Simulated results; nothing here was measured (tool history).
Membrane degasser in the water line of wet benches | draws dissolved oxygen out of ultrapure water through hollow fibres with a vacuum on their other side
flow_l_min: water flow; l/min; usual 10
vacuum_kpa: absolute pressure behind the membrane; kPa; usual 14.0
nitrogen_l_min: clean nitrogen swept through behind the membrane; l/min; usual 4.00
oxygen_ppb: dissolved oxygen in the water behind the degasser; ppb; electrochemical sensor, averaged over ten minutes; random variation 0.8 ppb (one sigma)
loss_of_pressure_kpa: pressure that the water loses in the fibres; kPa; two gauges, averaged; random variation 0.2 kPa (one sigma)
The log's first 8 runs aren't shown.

run    hour  flow_l_min  vacuum_kpa  nitrogen_l_min  oxygen_ppb  loss_of_pressure_kpa
  9  1709.9          10        14.0            4.00        77.1                 44.35
 10  1856.1          10        34.9            4.00       206.8                 45.08
 11  2082.5          10        34.9            4.00       203.6                 44.55
 12  2357.3          10        34.9            4.00       207.2                 44.97
 13  2601.9          10        34.9            4.00       205.7                 44.94
 14  2843.6          10        34.9            4.00       205.5                 45.06
 15  3103.8          10        34.9            4.00       205.7                 44.89
 16  3292.0          10        34.9            4.00       207.5                 44.89
     3461.6  -- vacuum gauge calibrated
 17  3546.3           8        13.2            5.88        40.1                 36.38
 18  3812.9           7        14.0            4.00        52.8                 31.57
     4017.5  -- vacuum gauge calibrated, once more
 19  4017.5          11        19.9            3.58       142.5                 49.92
 20  4254.1          14        18.2            3.33       187.7                 63.73
 21  4403.5          10        13.6            2.97        99.0                 45.49
 22  4568.7           8        20.6            8.66        45.0                 36.39
 23  4734.7           9        14.0            4.00        70.4                 40.49
 24  4913.0           6        10.5            2.13        54.1                 27.70
 25  5110.2          10        10.5            8.71        33.7                 45.60
 26  5371.9          14        11.7            6.25        84.5                 63.88
 27  5632.5          14        11.7            6.25        86.3                 63.94
 28  5783.1          14        11.7            6.25        85.3                 63.94
     5921.2  -- seals of the vacuum lines changed
 29  5979.4          14        11.7            6.25        86.2                 64.21
 30  6146.2          10        13.3            2.00       135.6                 45.94
 31  6375.2          10         8.9            4.00        48.4                 45.82

3 ways to go on from here, each from the tool as it stands after run 31. What would each give?
  A  6596.0          10        10.1            1.61           ?                     ?
  B  6596.0          14        19.5            8.92           ?                     ?
  C  6596.0          15         8.9            4.00           ?                     ?

run  oxygen_ppb  loss_of_pressure_kpa
  A       119.4                 46.24
  B       103.1                 64.31
  C       100.9                 69.33
Without the tool's hidden state the same runs would have given:
run  oxygen_ppb  loss_of_pressure_kpa
  A       112.1                 43.27
  B        90.4                 60.17
  C        85.2                 64.88
